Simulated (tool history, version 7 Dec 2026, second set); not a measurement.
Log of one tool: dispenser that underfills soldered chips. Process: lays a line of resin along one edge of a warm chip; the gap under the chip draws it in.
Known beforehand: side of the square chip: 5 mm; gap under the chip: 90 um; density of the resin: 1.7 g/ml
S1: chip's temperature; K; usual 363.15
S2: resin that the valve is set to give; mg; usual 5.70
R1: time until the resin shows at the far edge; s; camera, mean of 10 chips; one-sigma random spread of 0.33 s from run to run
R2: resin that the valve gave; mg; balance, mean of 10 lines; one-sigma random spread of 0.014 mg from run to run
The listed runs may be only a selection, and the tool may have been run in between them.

| run | hour | S1 | S2 | R1 | R2 |
|---|---|---|---|---|---|
| 1 | 0.0 | 363.15 | 5.70 | 21.7 | 5.64 |
| 2 | 4.0 | 359.15 | 5.70 | 31.6 | 5.62 |
|  | 5.8 | new syringe of resin |
| 3 | 8.2 | 369.15 | 5.70 | 11.1 | 5.65 |
| 4 | 15.4 | 369.15 | 4.80 | 17.4 | 4.74 |
| 5 | 20.3 | 369.15 | 4.80 | 21.9 | 4.74 |
|  | 21.7 | new syringe of resin |
| 6 | 28.7 | 363.15 | 6.22 | 18.2 | 6.09 |
| 7 | 35.3 | 363.15 | 6.22 | 26.8 | 6.10 |
|  | 37.5 | new syringe of resin |
| 8 | 42.9 | 363.15 | 6.22 | 16.8 | 6.10 |
| 9 | 48.5 | 363.15 | 5.74 | 22.6 | 5.59 |
|  | 53.4 | new syringe of resin |
| 10 | 54.3 | 363.15 | 5.74 | 12.9 | 5.59 |
| 11 | 58.3 | 363.15 | 5.74 | 16.4 | 5.61 |
| 12 | 64.4 | 363.15 | 5.74 | 22.9 | 5.61 |
|  | 68.9 | new syringe of resin |
| 13 | 68.9 | 363.15 | 5.74 | 12.2 | 5.57 |
| 14 | 76.6 | 363.15 | 5.70 | 18.2 | 5.50 |
| 15 | 82.5 | 363.15 | 5.44 | 26.0 | 5.24 |
|  | 84.7 | new syringe of resin |
|  | 87.3 | dispensing valve cleaned and set on the balance |
| 16 | 90.1 | 363.15 | 6.71 | 15.7 | 6.71 |
| 17 | 96.7 | 363.15 | 6.71 | 22.6 | 6.68 |
|  | 101.2 | new syringe of resin |
| 18 | 104.1 | 363.15 | 6.71 | 14.5 | 6.66 |
| 19 | 107.7 | 363.15 | 6.71 | 17.5 | 6.68 |
| 20 | 114.4 | 363.15 | 6.71 | 25.6 | 6.63 |
|  | 117.1 | new syringe of resin |
| 21 | 120.3 | 360.15 | 5.70 | 17.0 | 5.63 |
| 22 | 126.0 | 363.15 | 5.70 | 20.6 | 5.64 |
| 23 | 131.9 | 363.15 | 5.70 | 27.7 | 5.59 |
|  | 132.9 | new syringe of resin |
| 24 | 138.6 | 356.15 | 5.70 | 23.0 | 5.61 |
| 25 | 142.5 | 356.15 | 5.70 | 28.9 | 5.61 |
| 26 | 146.9 | 356.15 | 5.70 | 36.4 | 5.56 |
|  | 148.6 | new syringe of resin |
| 27 | 150.6 | 356.15 | 7.02 | 18.9 | 6.87 |
| 28 | 158.5 | 351.15 | 7.02 | 35.4 | 6.83 |
| 29 | 162.2 | 351.15 | 7.02 | 44.1 | 6.85 |
|  | 164.3 | new syringe of resin |
| 30 | 169.7 | 358.15 | 5.53 | 21.0 | 5.38 |
| 31 | 173.4 | 363.15 | 5.19 | 20.6 | 5.04 |
| 32 | 178.1 | 351.15 | 6.94 | 43.7 | 6.73 |
|  | 180.1 | new syringe of resin |
| 33 | 186.1 | 369.15 | 6.85 | 12.9 | 6.62 |
| 34 | 193.4 | 363.15 | 6.80 | 24.8 | 6.55 |
|  | 195.9 | new syringe of resin |
| 35 | 197.5 | 363.15 | 6.80 | 13.0 | 6.54 |

5 ways to go on from here, each from the tool as it stands after run 35. What would each give?
| A | 201.8 | 358.15 | 4.97 | ? | ? |
| B | 201.8 | 359.15 | 5.70 | ? | ? |
| C | 201.8 | 361.15 | 6.73 | ? | ? |
| D | 201.8 | 377.15 | 6.02 | ? | ? |
| E | 201.8 | 360.15 | 5.02 | ? | ? |

| run | R1 | R2 |
|---|---|---|
| A | 21.9 | 4.78 |
| B | 19.9 | 5.50 |
| C | 18.5 | 6.48 |
| D | 9.0 | 5.81 |
| E | 19.9 | 4.83 |
Had the tool no hidden state, the same runs would have come out as:
| run | R1 | R2 |
|---|---|---|
| A | 16.3 | 4.98 |
| B | 14.8 | 5.72 |
| C | 14.0 | 6.75 |
| D | 6.8 | 6.04 |
| E | 14.9 | 5.02 |
